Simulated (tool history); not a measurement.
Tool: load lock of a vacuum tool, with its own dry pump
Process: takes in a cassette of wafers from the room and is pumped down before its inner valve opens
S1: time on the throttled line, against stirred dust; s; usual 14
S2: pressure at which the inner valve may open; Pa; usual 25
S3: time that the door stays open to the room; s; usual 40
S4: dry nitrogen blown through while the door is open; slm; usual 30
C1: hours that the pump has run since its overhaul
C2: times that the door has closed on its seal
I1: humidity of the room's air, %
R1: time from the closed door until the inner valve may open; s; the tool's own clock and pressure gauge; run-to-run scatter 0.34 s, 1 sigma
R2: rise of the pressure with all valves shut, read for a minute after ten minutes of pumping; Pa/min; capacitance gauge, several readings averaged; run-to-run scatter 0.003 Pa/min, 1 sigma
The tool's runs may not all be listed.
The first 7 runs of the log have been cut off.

{"run": 8, "day": 118.862, "S1": 14, "S2": 25, "S3": 40, "S4": 37, "C1": 11454, "C2": 7173, "I1": 42.4, "R1": 30.4, "R2": 0.05}
{"run": 9, "day": 138.55, "S1": 14, "S2": 25, "S3": 40, "S4": 37, "C1": 11927, "C2": 9102, "I1": 43.4, "R1": 30.3, "R2": 0.059}
{"run": 10, "day": 153.542, "S1": 14, "S2": 25, "S3": 40, "S4": 8, "C1": 12286, "C2": 10570, "I1": 44.5, "R1": 30.5, "R2": 0.083}
{"run": 11, "day": 171.617, "S1": 14, "S2": 25, "S3": 40, "S4": 30, "C1": 12720, "C2": 12341, "I1": 45.4, "R1": 30.5, "R2": 0.088}
{"run": 12, "day": 187.667, "S1": 9, "S2": 25, "S3": 40, "S4": 30, "C1": 13105, "C2": 13914, "I1": 44.0, "R1": 26.7, "R2": 0.082}
{"run": 13, "day": 199.304, "S1": 9, "S2": 25, "S3": 40, "S4": 30, "C1": 13385, "C2": 15054, "I1": 48.0, "R1": 27.5, "R2": 0.099}
{"run": 14, "day": 210.492, "S1": 9, "S2": 47, "S3": 40, "S4": 30, "C1": 13653, "C2": 16150, "I1": 45.8, "R1": 25.7, "R2": 0.107}
{"run": 15, "day": 221.612, "S1": 9, "S2": 47, "S3": 40, "S4": 30, "C1": 13920, "C2": 17240, "I1": 42.8, "R1": 25.9, "R2": 0.114}
{"run": 16, "day": 232.333, "S1": 14, "S2": 25, "S3": 40, "S4": 30, "C1": 14177, "C2": 18290, "I1": 46.1, "R1": 31.2, "R2": 0.121}
{"run": 17, "day": 250.875, "S1": 14, "S2": 25, "S3": 40, "S4": 30, "C1": 14622, "C2": 20106, "I1": 47.4, "R1": 30.9, "R2": 0.132}
{"run": 18, "day": 270.133, "S1": 14, "S2": 25, "S3": 40, "S4": 30, "C1": 15085, "C2": 21993, "I1": 44.4, "R1": 31.9, "R2": 0.147}
{"run": 19, "day": 282.329, "S1": 14, "S2": 25, "S3": 54, "S4": 30, "C1": 15377, "C2": 23188, "I1": 47.4, "R1": 31.2, "R2": 0.158}
{"run": 20, "day": 296.121, "S1": 9, "S2": 25, "S3": 27, "S4": 30, "C1": 15708, "C2": 24539, "I1": 43.3, "R1": 27.6, "R2": 0.163}
{"run": 21, "day": 315.429, "S1": 15, "S2": 25, "S3": 116, "S4": 30, "C1": 16172, "C2": 26431, "I1": 42.5, "R1": 32.3, "R2": 0.193}
{"run": 22, "day": 333.233, "S1": 15, "S2": 25, "S3": 116, "S4": 30, "C1": 16599, "C2": 28175, "I1": 44.7, "R1": 32.5, "R2": 0.213}

Expected results for the next run?
{"run": 23, "day": 343.204, "S1": 15, "S2": 32, "S3": 116, "S4": 4, "C1": 16838, "C2": 29153, "I1": 44.7, "R1": "?", "R2": "?"}

{"run 23": {"R1": 32.4, "R2": 0.257}}
With no hidden state in the tool, this same run would have given R1 29.1 s, R2 0.069 Pa/min.

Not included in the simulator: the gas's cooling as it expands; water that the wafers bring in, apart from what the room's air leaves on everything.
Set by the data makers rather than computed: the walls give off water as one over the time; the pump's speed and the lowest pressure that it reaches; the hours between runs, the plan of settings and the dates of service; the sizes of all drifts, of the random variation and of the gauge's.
